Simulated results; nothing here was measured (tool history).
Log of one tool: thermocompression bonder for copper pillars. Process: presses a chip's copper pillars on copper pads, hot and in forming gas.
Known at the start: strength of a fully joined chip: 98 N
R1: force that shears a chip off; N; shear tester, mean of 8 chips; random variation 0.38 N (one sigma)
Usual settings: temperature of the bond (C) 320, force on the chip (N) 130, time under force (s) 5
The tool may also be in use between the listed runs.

run 1 hour=0.0 | temperature_of_the_bond_(C)=320 force_on_the_chip_(N)=130 time_under_force_(s)=5 | R1=50.2
run 2 hour=20.9 | temperature_of_the_bond_(C)=320 force_on_the_chip_(N)=130 time_under_force_(s)=5 | R1=50.5
run 3 hour=41.2 | temperature_of_the_bond_(C)=320 force_on_the_chip_(N)=130 time_under_force_(s)=5 | R1=49.7
run 4 hour=54.9 | temperature_of_the_bond_(C)=320 force_on_the_chip_(N)=130 time_under_force_(s)=5 | R1=50.1
run 5 hour=70.4 | temperature_of_the_bond_(C)=320 force_on_the_chip_(N)=130 time_under_force_(s)=5 | R1=49.7
run 6 hour=83.5 | temperature_of_the_bond_(C)=320 force_on_the_chip_(N)=188 time_under_force_(s)=5 | R1=59.9
run 7 hour=108.2 | temperature_of_the_bond_(C)=320 force_on_the_chip_(N)=188 time_under_force_(s)=5 | R1=59.4
run 8 hour=132.3 | temperature_of_the_bond_(C)=320 force_on_the_chip_(N)=130 time_under_force_(s)=5 | R1=49.9
run 9 hour=144.6 | temperature_of_the_bond_(C)=320 force_on_the_chip_(N)=130 time_under_force_(s)=5 | R1=50.0
run 10 hour=168.9 | temperature_of_the_bond_(C)=320 force_on_the_chip_(N)=130 time_under_force_(s)=10 | R1=60.7
run 11 hour=189.5 | temperature_of_the_bond_(C)=320 force_on_the_chip_(N)=130 time_under_force_(s)=10 | R1=60.3
-- hour=206.1 forming gas filter changed
run 12 hour=214.9 | temperature_of_the_bond_(C)=320 force_on_the_chip_(N)=130 time_under_force_(s)=10 | R1=64.9
run 13 hour=234.2 | temperature_of_the_bond_(C)=320 force_on_the_chip_(N)=130 time_under_force_(s)=10 | R1=65.2
run 14 hour=254.8 | temperature_of_the_bond_(C)=320 force_on_the_chip_(N)=93 time_under_force_(s)=5 | R1=43.5

Forecast run 15:
run 15 hour=272.9 | temperature_of_the_bond_(C)=321 force_on_the_chip_(N)=130 time_under_force_(s)=5 | R1=?

R1: 53.3 N
Without the tool's hidden state the same run would have given R1 53.5 N.
